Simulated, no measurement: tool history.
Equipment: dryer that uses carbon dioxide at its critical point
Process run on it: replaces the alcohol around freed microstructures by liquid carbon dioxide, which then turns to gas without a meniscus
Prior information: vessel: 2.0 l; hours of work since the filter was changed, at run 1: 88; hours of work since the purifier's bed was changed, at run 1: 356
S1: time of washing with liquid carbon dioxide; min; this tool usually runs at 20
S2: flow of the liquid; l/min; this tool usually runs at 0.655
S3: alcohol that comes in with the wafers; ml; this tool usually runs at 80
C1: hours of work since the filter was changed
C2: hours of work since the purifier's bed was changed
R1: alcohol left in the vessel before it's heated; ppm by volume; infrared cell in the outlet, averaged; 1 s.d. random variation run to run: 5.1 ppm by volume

run 1 day=0.000 | S1=20 S2=0.655 S3=80 | C1=88 C2=356 | R1=205
run 2 day=2.008 | S1=20 S2=0.655 S3=80 | C1=120 C2=388 | R1=224
run 3 day=3.746 | S1=20 S2=0.655 S3=80 | C1=148 C2=417 | R1=236
run 4 day=5.717 | S1=20 S2=0.655 S3=80 | C1=180 C2=448 | R1=262
run 5 day=7.321 | S1=20 S2=0.655 S3=80 | C1=206 C2=474 | R1=266
run 6 day=8.867 | S1=20 S2=0.655 S3=80 | C1=231 C2=499 | R1=293
run 7 day=10.208 | S1=20 S2=0.655 S3=80 | C1=253 C2=521 | R1=310
run 8 day=11.546 | S1=20 S2=0.655 S3=80 | C1=274 C2=543 | R1=326
-- day=12.404 inlet filter changed
run 9 day=13.071 | S1=20 S2=0.655 S3=80 | C1=11 C2=567 | R1=263
run 10 day=14.317 | S1=20 S2=0.655 S3=80 | C1=31 C2=587 | R1=255
run 11 day=16.296 | S1=20 S2=0.655 S3=27 | C1=63 C2=619 | R1=227
run 12 day=17.762 | S1=20 S2=0.655 S3=80 | C1=87 C2=642 | R1=293
run 13 day=19.796 | S1=20 S2=0.655 S3=80 | C1=119 C2=675 | R1=320
run 14 day=20.717 | S1=20 S2=0.655 S3=80 | C1=134 C2=690 | R1=312
run 15 day=22.762 | S1=20 S2=0.655 S3=80 | C1=167 C2=723 | R1=332
run 16 day=24.150 | S1=20 S2=0.813 S3=80 | C1=190 C2=746 | R1=257
run 17 day=25.233 | S1=20 S2=0.655 S3=80 | C1=207 C2=763 | R1=359
run 18 day=26.138 | S1=20 S2=0.655 S3=80 | C1=222 C2=778 | R1=361
run 19 day=27.746 | S1=20 S2=0.655 S3=80 | C1=248 C2=804 | R1=386
run 20 day=29.633 | S1=20 S2=0.655 S3=80 | C1=279 C2=834 | R1=392
-- day=30.233 inlet filter changed
run 21 day=31.488 | S1=20 S2=0.919 S3=80 | C1=20 C2=864 | R1=262
run 22 day=32.754 | S1=20 S2=0.655 S3=80 | C1=41 C2=884 | R1=353
run 23 day=33.758 | S1=23 S2=0.655 S3=80 | C1=57 C2=900 | R1=292
run 24 day=35.162 | S1=20 S2=0.655 S3=80 | C1=80 C2=923 | R1=351
run 25 day=36.783 | S1=20 S2=1.039 S3=83 | C1=106 C2=949 | R1=295
-- day=37.150 purifier's bed changed
run 26 day=38.362 | S1=20 S2=1.039 S3=83 | C1=129 C2=20 | R1=20
run 27 day=39.283 | S1=13 S2=0.534 S3=51 | C1=144 C2=35 | R1=1139
run 28 day=40.817 | S1=20 S2=0.655 S3=73 | C1=169 C2=59 | R1=123
run 29 day=41.696 | S1=20 S2=0.624 S3=80 | C1=183 C2=74 | R1=184
run 30 day=43.675 | S1=20 S2=0.624 S3=80 | C1=215 C2=106 | R1=204
run 31 day=45.421 | S1=15 S2=0.655 S3=62 | C1=244 C2=134 | R1=486
run 32 day=46.721 | S1=15 S2=0.655 S3=62 | C1=265 C2=155 | R1=524
run 33 day=47.738 | S1=21 S2=0.459 S3=43 | C1=281 C2=171 | R1=418
-- day=48.096 inlet filter changed
run 34 day=49.250 | S1=21 S2=0.459 S3=43 | C1=19 C2=195 | R1=282
run 35 day=51.150 | S1=12 S2=0.870 S3=27 | C1=49 C2=226 | R1=155
run 36 day=52.450 | S1=12 S2=0.870 S3=27 | C1=70 C2=247 | R1=171
run 37 day=53.892 | S1=23 S2=0.655 S3=34 | C1=94 C2=270 | R1=101
run 38 day=55.604 | S1=31 S2=0.826 S3=58 | C1=121 C2=298 | R1=88
run 39 day=57.629 | S1=29 S2=0.826 S3=24 | C1=154 C2=330 | R1=103
run 40 day=59.408 | S1=28 S2=0.655 S3=118 | C1=183 C2=359 | R1=124
run 41 day=60.654 | S1=28 S2=0.655 S3=118 | C1=203 C2=379 | R1=132
run 42 day=62.012 | S1=24 S2=0.498 S3=118 | C1=225 C2=401 | R1=461
run 43 day=63.208 | S1=16 S2=0.655 S3=65 | C1=244 C2=421 | R1=483
run 44 day=64.133 | S1=16 S2=0.393 S3=65 | C1=259 C2=436 | R1=2362

Forecast run 45:
run 45 day=65.700 | S1=23 S2=0.438 S3=80 | C1=285 C2=461 | R1=?

Run 45 came out at R1 724 ppm by volume.
Were there no unlogged condition in the tool, this run, its random variation unchanged, would have produced R1 306 ppm by volume.
